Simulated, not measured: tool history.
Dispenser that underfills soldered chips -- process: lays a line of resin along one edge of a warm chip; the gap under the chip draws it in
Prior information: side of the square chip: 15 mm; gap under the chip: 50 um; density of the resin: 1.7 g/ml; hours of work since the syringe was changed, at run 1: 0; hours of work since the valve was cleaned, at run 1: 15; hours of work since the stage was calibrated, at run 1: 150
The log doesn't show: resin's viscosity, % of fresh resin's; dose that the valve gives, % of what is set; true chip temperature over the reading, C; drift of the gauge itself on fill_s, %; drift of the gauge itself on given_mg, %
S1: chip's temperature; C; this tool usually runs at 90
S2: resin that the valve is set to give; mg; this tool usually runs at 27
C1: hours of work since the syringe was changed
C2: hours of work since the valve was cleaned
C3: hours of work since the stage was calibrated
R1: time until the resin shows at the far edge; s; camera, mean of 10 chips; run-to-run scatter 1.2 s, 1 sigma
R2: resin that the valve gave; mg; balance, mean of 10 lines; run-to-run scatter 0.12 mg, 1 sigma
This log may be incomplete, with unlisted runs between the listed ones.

Run 1, day 0: usual settings; C1 0; C2 15; C3 150. Result: R1 126.4 s, R2 26.63 mg.
Run 2, day 0.375: usual settings; C1 7; C2 21; C3 157. Result: R1 221.3 s, R2 26.56 mg.
At day 0.667: new syringe of resin.
Run 3, day 0.696: usual settings; C1 1; C2 27; C3 162. Result: R1 129.2 s, R2 26.36 mg.
Run 4, day 1.075: usual settings; C1 7; C2 33; C3 169. Result: R1 222 s, R2 26.13 mg.
At day 1.35: new syringe of resin.
Run 5, day 1.45: usual settings; C1 2; C2 40; C3 175. Result: R1 150.1 s, R2 26.28 mg.
Run 6, day 1.675: usual settings but S2 25.7 mg; C1 6; C2 44; C3 179. Result: R1 209.2 s, R2 24.68 mg.
Run 7, day 1.896: usual settings but S2 25.7 mg; C1 10; C2 48; C3 183. Result: R1 287.1 s, R2 24.59 mg.
At day 2.004: new syringe of resin.
Run 8, day 2.075: usual settings but S2 25.7 mg; C1 1; C2 51; C3 186. Result: R1 139.6 s, R2 24.61 mg.
Run 9, day 2.421: usual settings but S2 24.4 mg; C1 7; C2 57; C3 192. Result: R1 237.7 s, R2 23.45 mg.
At day 2.662: new syringe of resin.
Run 10, day 2.725: usual settings but S2 24.4 mg; C1 1; C2 62; C3 198. Result: R1 139.9 s, R2 23.18 mg.
Run 11, day 3.029: usual settings; C1 7; C2 68; C3 203. Result: R1 214.7 s, R2 25.52 mg.
Run 12, day 3.242: usual settings but S1 96 C; C1 10; C2 71; C3 207. Result: R1 247.4 s, R2 25.19 mg.
At day 3.317: new syringe of resin.
Run 13, day 3.5: usual settings but S1 96 C; C1 3; C2 76; C3 211. Result: R1 136.4 s, R2 25.29 mg.
Run 14, day 3.725: usual settings; C1 7; C2 80; C3 215. Result: R1 224.3 s, R2 25.31 mg.
At day 3.979: new syringe of resin.
Run 15, day 4.021: usual settings; C1 1; C2 85; C3 220. Result: R1 133.4 s, R2 24.96 mg.
At day 4.096: dispensing valve cleaned and set on the balance.
Run 16, day 4.383: usual settings but S2 31 mg; C1 6; C2 5; C3 226. Result: R1 203 s, R2 30.9 mg.
At day 4.696: new syringe of resin.
Run 17, day 4.733: usual settings; C1 1; C2 11; C3 232. Result: R1 129.2 s, R2 26.58 mg.
Run 18, day 5.125: usual settings; C1 8; C2 18; C3 239. Result: R1 235.6 s, R2 26.59 mg.
At day 5.371: new syringe of resin.
Run 19, day 5.479: usual settings; C1 2; C2 24; C3 245. Result: R1 144.5 s, R2 26.5 mg.
Run 20, day 5.696: usual settings but S2 26 mg; C1 6; C2 28; C3 249. Result: R1 199.8 s, R2 25.49 mg.
At day 6.025: new syringe of resin.
Run 21, day 6.058: usual settings but S1 82 C, S2 25 mg; C1 1; C2 34; C3 255. Result: R1 168.5 s, R2 24.22 mg.
Run 22, day 6.371: usual settings but S1 96 C, S2 24.6 mg; C1 6; C2 40; C3 261. Result: R1 181 s, R2 23.87 mg.
Run 23, day 6.638: usual settings but S2 24.6 mg; C1 11; C2 45; C3 265. Result: R1 314.2 s, R2 23.8 mg.
At day 6.7: new syringe of resin.
Run 24, day 6.979: usual settings but S2 24.6 mg; C1 5; C2 50; C3 271. Result: R1 198.1 s, R2 23.65 mg.
Run 25, day 7.262: usual settings but S1 80 C, S2 24.9 mg; C1 10; C2 56; C3 276. Result: R1 397.9 s, R2 23.56 mg.
At day 7.375: new syringe of resin.
Run 26, day 7.442: usual settings but S2 29.2 mg; C1 1; C2 58; C3 279. Result: R1 136.5 s, R2 27.96 mg.
Run 27, day 7.683: usual settings but S1 78 C, S2 27.8 mg; C1 5; C2 63; C3 284. Result: R1 284.9 s, R2 26.39 mg.
Run 28, day 7.846: usual settings but S1 78 C, S2 27.8 mg; C1 8; C2 66; C3 287. Result: R1 362.3 s, R2 26.16 mg.
At day 8.05: new syringe of resin.
Run 29, day 8.071: usual settings but S1 85 C, S2 24.6 mg; C1 0; C2 69; C3 290. Result: R1 155.5 s, R2 23.25 mg.
Run 30, day 8.367: usual settings but S1 85 C, S2 24.6 mg; C1 6; C2 75; C3 296. Result: R1 244 s, R2 23.2 mg.
Run 31, day 8.675: usual settings but S2 27.4 mg; C1 11; C2 80; C3 301. Result: R1 319.8 s, R2 25.56 mg.
At day 8.725: new syringe of resin.
At day 8.996: dispensing valve cleaned and set on the balance.
Run 32, day 9.104: usual settings but S1 92 C, S2 33.1 mg; C1 6; C2 2; C3 308. Result: R1 191.4 s, R2 33.13 mg.
At day 9.429: new syringe of resin.
Run 33, day 9.512: usual settings but S1 101 C, S2 23.5 mg; C1 2; C2 9; C3 315. Result: R1 106.7 s, R2 23.21 mg.
Run 34, day 9.862: usual settings but S1 94 C, S2 35 mg; C1 8; C2 15; C3 321. Result: R1 202.2 s, R2 34.3 mg.
At day 10.083: new syringe of resin.
Run 35, day 10.108: usual settings but S1 94 C, S2 35 mg; C1 0; C2 19; C3 325. Result: R1 110.2 s, R2 34.36 mg.

Below are 5 alternative next runs, each starting from the tool's condition after run 35. Predict each:
Run A, day 10.279: usual settings but S1 101 C; C1 4; C2 22; C3 328. Result: R1 ?, R2 ?.
Run B, day 10.279: usual settings but S1 102 C, S2 27.1 mg; C1 4; C2 22; C3 328. Result: R1 ?, R2 ?.
Run C, day 10.279: usual settings but S1 93 C; C1 4; C2 22; C3 328. Result: R1 ?, R2 ?.
Run D, day 10.279: usual settings but S1 96 C, S2 28.8 mg; C1 4; C2 22; C3 328. Result: R1 ?, R2 ?.
Run E, day 10.279: usual settings but S1 79 C, S2 34.6 mg; C1 4; C2 22; C3 328. Result: R1 ?, R2 ?.

run     R1     R2
  A    120  26.46
  B  113.7  26.62
  C  148.3  26.48
  D  134.1  28.07
  E  219.7  33.97
Without the tool's hidden state the same runs would have given:
run     R1     R2
  A     87  27.06
  B   82.4  27.21
  C    107  27.07
  D   97.1   28.7
  E  158.5  34.73

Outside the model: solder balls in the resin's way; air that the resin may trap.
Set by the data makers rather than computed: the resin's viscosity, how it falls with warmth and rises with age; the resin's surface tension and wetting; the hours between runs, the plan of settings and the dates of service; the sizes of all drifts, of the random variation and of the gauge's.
